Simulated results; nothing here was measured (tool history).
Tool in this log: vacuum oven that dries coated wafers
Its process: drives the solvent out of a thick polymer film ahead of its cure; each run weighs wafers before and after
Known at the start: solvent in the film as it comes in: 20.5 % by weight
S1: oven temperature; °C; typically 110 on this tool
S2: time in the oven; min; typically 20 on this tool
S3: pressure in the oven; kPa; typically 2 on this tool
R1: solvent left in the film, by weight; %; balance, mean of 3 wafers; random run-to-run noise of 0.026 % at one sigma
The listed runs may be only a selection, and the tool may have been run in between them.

| run | day | S1 | S2 | S3 | R1 |
|---|---|---|---|---|---|
| 1 | 0 | 110 | 20 | 2 | 4.96 |
| 2 | 2.479 | 110 | 20 | 2 | 5 |
| 3 | 5.625 | 110 | 20 | 2 | 5.02 |
| 4 | 9.208 | 110 | 20 | 2 | 4.99 |
| 5 | 11.167 | 110 | 20 | 2 | 4.99 |
| 6 | 15.692 | 113 | 20 | 2 | 3.98 |
| 7 | 18.825 | 113 | 20 | 1.37 | 3.66 |
| 8 | 22.021 | 113 | 20 | 1.37 | 3.71 |
| 9 | 24.212 | 113 | 20 | 1.37 | 3.65 |
| 10 | 27.733 | 113 | 20 | 1.37 | 3.69 |
| 11 | 29.9 | 113 | 25 | 1.37 | 2.68 |
|  | 30.371 | oven's thermocouples calibrated |
| 12 | 34.554 | 113 | 25 | 1.37 | 2.97 |
| 13 | 38.888 | 113 | 25 | 1.37 | 2.94 |
| 14 | 42.167 | 113 | 25 | 1.37 | 2.96 |
| 15 | 44.696 | 113 | 25 | 1.37 | 2.92 |
| 16 | 47.188 | 113 | 25 | 1.37 | 3 |
| 17 | 51.596 | 113 | 25 | 1.37 | 2.97 |
| 18 | 55.888 | 110 | 20 | 4.11 | 6.31 |
| 19 | 58.283 | 110 | 20 | 4.11 | 6.29 |
| 20 | 60.629 | 110 | 20 | 4.11 | 6.32 |
| 21 | 62.829 | 110 | 20 | 4.11 | 6.35 |
| 22 | 66.396 | 110 | 20 | 4.11 | 6.28 |
| 23 | 69.65 | 110 | 20 | 4.11 | 6.22 |
| 24 | 73.038 | 110 | 20 | 4.11 | 6.3 |
| 25 | 76.096 | 99 | 26 | 2.69 | 8.53 |
| 26 | 80.321 | 95 | 26 | 2.69 | 10.06 |
| 27 | 84.5 | 95 | 28 | 2.06 | 9.34 |
| 28 | 86.708 | 95 | 28 | 2.06 | 9.37 |
| 29 | 88.842 | 95 | 28 | 2.06 | 9.32 |
| 30 | 92.925 | 119 | 26 | 1.95 | 1.81 |
| 31 | 96.467 | 110 | 23 | 2 | 4.54 |
|  | 100.133 | oven's thermocouples calibrated |
| 32 | 100.979 | 109 | 19 | 2.82 | 6.41 |
| 33 | 103.562 | 116 | 20 | 6.44 | 5.34 |
| 34 | 105.842 | 116 | 20 | 6.44 | 5.31 |
| 35 | 110.188 | 100 | 11 | 1.35 | 11.79 |
| 36 | 112.858 | 100 | 11 | 1.35 | 11.83 |
| 37 | 115.262 | 100 | 11 | 1.95 | 12.06 |
| 38 | 117.483 | 110 | 33 | 1.13 | 2.63 |
| 39 | 121.504 | 100 | 10 | 1.85 | 12.29 |
| 40 | 124.042 | 115 | 15 | 2 | 5.06 |
| 41 | 128.142 | 115 | 15 | 1.14 | 4.69 |
|  | 129.642 | vacuum gauge cleaned of residue and calibrated |
| 42 | 130.408 | 115 | 15 | 1.14 | 4.44 |
| 43 | 134.642 | 122 | 22 | 2.99 | 1.87 |
| 44 | 137.742 | 110 | 14 | 2 | 7.05 |

Run 45 is up next; what results do you expect?
| 45 | 141.204 | 110 | 14 | 2 | ? |

{"run 45": {"R1": 7}}
Without the tool's hidden state the same run would have given R1 7.08 %.
